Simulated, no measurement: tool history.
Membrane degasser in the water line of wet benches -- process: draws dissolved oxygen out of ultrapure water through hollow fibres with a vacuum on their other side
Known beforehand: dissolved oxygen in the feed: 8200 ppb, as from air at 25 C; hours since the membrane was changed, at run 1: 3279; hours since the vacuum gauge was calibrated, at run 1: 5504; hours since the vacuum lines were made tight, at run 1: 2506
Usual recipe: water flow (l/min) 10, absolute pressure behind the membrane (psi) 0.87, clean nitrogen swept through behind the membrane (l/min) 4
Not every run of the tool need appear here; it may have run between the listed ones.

| run | hour | water flow (l/min) | absolute pressure behind the membrane (psi) | clean nitrogen swept through behind the membrane (l/min) | hours since the membrane was changed | hours since the vacuum gauge was calibrated | hours since the vacuum lines were made tight | dissolved oxygen in the water behind the degasser (ppb) | pressure that the water loses in the fibres (psi) |
|---|---|---|---|---|---|---|---|---|---|
| 1 | 0 | 10 | 0.87 | 4 | 3279 | 5504 | 2506 | 23.1 | 7.194 |
| 2 | 71.5 | 10 | 0.87 | 4 | 3351 | 5575 | 2578 | 23.4 | 7.153 |
| 3 | 118.4 | 10 | 0.87 | 4 | 3398 | 5622 | 2624 | 23.3 | 7.171 |
| 4 | 208.5 | 10 | 0.87 | 4 | 3488 | 5712 | 2715 | 23.5 | 7.174 |
| 5 | 318 | 10 | 0.87 | 4 | 3597 | 5822 | 2824 | 23.9 | 7.179 |
| 6 | 375 | 10 | 0.87 | 4 | 3655 | 5879 | 2881 | 23.2 | 7.229 |
| 7 | 474.4 | 10 | 0.87 | 4 | 3754 | 5978 | 2980 | 24.1 | 7.169 |
| 8 | 543.9 | 9 | 0.87 | 4 | 3823 | 6048 | 3050 | 21.2 | 6.485 |
| 9 | 616.9 | 10 | 0.87 | 4 | 3896 | 6121 | 3123 | 24 | 7.198 |
| 10 | 714.7 | 10 | 0.87 | 4 | 3994 | 6219 | 3221 | 24.2 | 7.236 |
|  | 809.3 | seals of the vacuum lines changed |
| 11 | 809.3 | 10 | 0.87 | 4 | 4087 | 6311 | 0 | 23.3 | 7.219 |
| 12 | 882.1 | 10 | 0.87 | 4 | 4160 | 6384 | 73 | 23.4 | 7.255 |
| 13 | 959.3 | 10 | 0.87 | 4 | 4237 | 6461 | 150 | 23.2 | 7.243 |
| 14 | 1023.2 | 10 | 0.87 | 4 | 4301 | 6525 | 214 | 23.5 | 7.255 |
| 15 | 1075.3 | 10 | 0.87 | 4 | 4353 | 6577 | 266 | 23.4 | 7.203 |
| 16 | 1148.1 | 10 | 0.87 | 4 | 4426 | 6650 | 339 | 23.3 | 7.227 |
| 17 | 1228.8 | 10 | 0.759 | 9.41 | 4506 | 6731 | 420 | 9.4 | 7.259 |
| 18 | 1311.7 | 12 | 1.408 | 2.47 | 4589 | 6814 | 502 | 90.2 | 8.731 |
| 19 | 1383.9 | 12 | 1.408 | 2.47 | 4661 | 6886 | 575 | 88.6 | 8.71 |
| 20 | 1440.3 | 12 | 1.001 | 9.14 | 4718 | 6942 | 631 | 20.2 | 8.752 |
|  | 1524.6 | vacuum gauge calibrated |
| 21 | 1550.1 | 12 | 1.001 | 9.14 | 4827 | 25 | 740 | 18.6 | 8.772 |
| 22 | 1659.2 | 12 | 1.001 | 9.14 | 4936 | 135 | 849 | 19 | 8.778 |
| 23 | 1741.2 | 7 | 1.163 | 7.53 | 5018 | 217 | 931 | 11.6 | 5.095 |

4 options for the next run, each taken on its own from the tool as it stands now. Forecast them:
| A | 1800.6 | 12 | 1.521 | 2.07 | 5078 | 276 | 991 | ? | ? |
| B | 1800.6 | 9 | 0.87 | 4 | 5078 | 276 | 991 | ? | ? |
| C | 1800.6 | 15 | 1.163 | 7.53 | 5078 | 276 | 991 | ? | ? |
| D | 1800.6 | 7 | 0.68 | 4.19 | 5078 | 276 | 991 | ? | ? |

| run | dissolved oxygen in the water behind the degasser (ppb) | pressure that the water loses in the fibres (psi) |
|---|---|---|
| A | 109 | 8.815 |
| B | 19.1 | 6.596 |
| C | 38.5 | 10.988 |
| D | 6.5 | 5.153 |
With the hidden condition removed and each run's random variation left untouched, the same runs would have given:
| run | dissolved oxygen in the water behind the degasser (ppb) | pressure that the water loses in the fibres (psi) |
|---|---|---|
| A | 105.6 | 8.406 |
| B | 18 | 6.29 |
| C | 34.3 | 10.476 |
| D | 6 | 4.914 |
